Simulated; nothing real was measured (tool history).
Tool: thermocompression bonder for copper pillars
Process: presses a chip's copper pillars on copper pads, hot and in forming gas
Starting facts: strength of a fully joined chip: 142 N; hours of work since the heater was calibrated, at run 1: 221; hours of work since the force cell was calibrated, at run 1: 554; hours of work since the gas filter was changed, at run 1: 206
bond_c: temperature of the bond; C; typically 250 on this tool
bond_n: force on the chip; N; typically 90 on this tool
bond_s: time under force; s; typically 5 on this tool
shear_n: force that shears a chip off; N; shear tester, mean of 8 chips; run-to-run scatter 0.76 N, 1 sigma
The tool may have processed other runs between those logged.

run,hour,bond_c,bond_n,bond_s,hours of work since the heater was calibrated,hours of work since the force cell was calibrated,hours of work since the gas filter was changed,shear_n
1,0,250,90,5,221,554,206,83.8
2,33.1,250,90,5,236,569,221,84.2
3,62.4,250,90,5,249,583,234,83.4
4,97.6,250,90,5,265,599,250,82.8
5,118.7,277,90,5,275,608,260,100.5
6,145.2,277,90,5,287,620,272,99.1
7,164.2,250,90,5,296,629,280,81.2
8,185.7,250,90,5,305,639,290,81.4
9,221.1,250,90,5,322,655,306,80.9
10,239,250,90,5,330,663,314,81.1
11,255,250,90,5,337,670,321,80.3
12,286.1,250,98,5,351,684,336,83.1
# hour 290.1: forming gas filter changed
13,302.2,250,98,5,358,691,6,94.5
14,332.7,250,98,5,372,705,19,92.5
15,368.2,250,98,5,388,721,35,91.7
16,401,250,98,5,403,736,50,92.7
17,422.2,276,86,12,413,746,60,122.8
18,450,276,114,5,425,759,73,113.9
19,475.5,231,120,11,437,770,84,102.3
20,511.5,261,90,5,453,787,101,97.3
21,539.3,261,85,3,466,799,113,79.9
22,558.5,261,85,3,475,808,122,81.2
23,582.8,261,85,3,486,819,133,78.7
24,611.8,250,79,8,499,832,146,92.1
25,644.4,250,79,8,514,847,161,92.6
26,664.7,225,64,10,523,856,170,69.7
27,687.6,244,90,11,533,866,181,101
28,711.9,244,90,11,544,878,192,99.9
29,731.7,266,72,3,553,887,201,75.8
30,759.1,266,72,3,566,899,213,75.1
31,776,266,72,3,573,907,221,75.9
32,809.2,250,90,11,588,922,236,101.8

Branching from run 32: 4 alternative next runs. What would each branch give?
A,830,250,77,5,598,931,245,?
B,830,223,71,7,598,931,245,?
C,830,260,80,7,598,931,245,?
D,830,249,71,8,598,931,245,?

run,shear_n
A,76.8
B,61.6
C,94.2
D,84.8
Take away the tool's hidden state, keep each run's random variation, and the runs would have read:
run,shear_n
A,82
B,65.8
C,101
D,90.8
